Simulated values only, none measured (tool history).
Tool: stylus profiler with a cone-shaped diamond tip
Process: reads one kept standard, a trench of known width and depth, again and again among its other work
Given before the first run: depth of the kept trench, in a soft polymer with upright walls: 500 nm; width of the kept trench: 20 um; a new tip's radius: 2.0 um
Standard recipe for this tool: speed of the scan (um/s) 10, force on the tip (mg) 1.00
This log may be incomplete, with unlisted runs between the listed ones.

run   hour  speed of the scan (um/s)  force on the tip (mg)  depth of the trench (angstrom)  width of the trench's floor (um)
  1    0.0                        10                   1.00                          5024.3                             17.32
  2   18.5                        10                   1.00                          5020.7                             17.31
  3   31.5                         4                   1.00                          5022.0                             17.26
  4   48.6                        10                   1.00                          5025.1                             17.37
  5   64.7                        10                   1.00                          5022.1                             17.33
  6   81.7                         3                   1.00                          5023.3                             17.34
  7   94.4                         3                   1.00                          5023.5                             17.31
  8  110.6                         3                   1.00                          5024.5                             17.32
  9  135.3                        13                   1.33                          5028.8                             17.32
 10  156.7                        13                   1.33                          5030.5                             17.27
 11  177.3                        36                   0.83                          5021.9                             17.15
 12  190.2                        36                   0.83                          5023.0                             17.18
 13  213.5                        11                   1.57                          5030.5                             17.29
 14  230.2                        11                   1.57                          5032.6                             17.20
 15  244.9                         7                   1.69                          5033.9                             17.25

Branching from run 15: 3 alternative next runs. What would each branch give?
  A  261.8                        10                   0.57                               ?                                 ?
  B  261.8                        29                   1.00                               ?                                 ?
  C  261.8                         3                   2.77                               ?                                 ?

run  depth of the trench (angstrom)  width of the trench's floor (um)
  A                          5018.4                             17.24
  B                          5023.7                             17.19
  C                          5047.9                             17.27
Stripped of hidden state, with their random variation kept, the same runs would have yielded:
run  depth of the trench (angstrom)  width of the trench's floor (um)
  A                          5017.1                             17.29
  B                          5022.4                             17.25
  C                          5046.5                             17.32
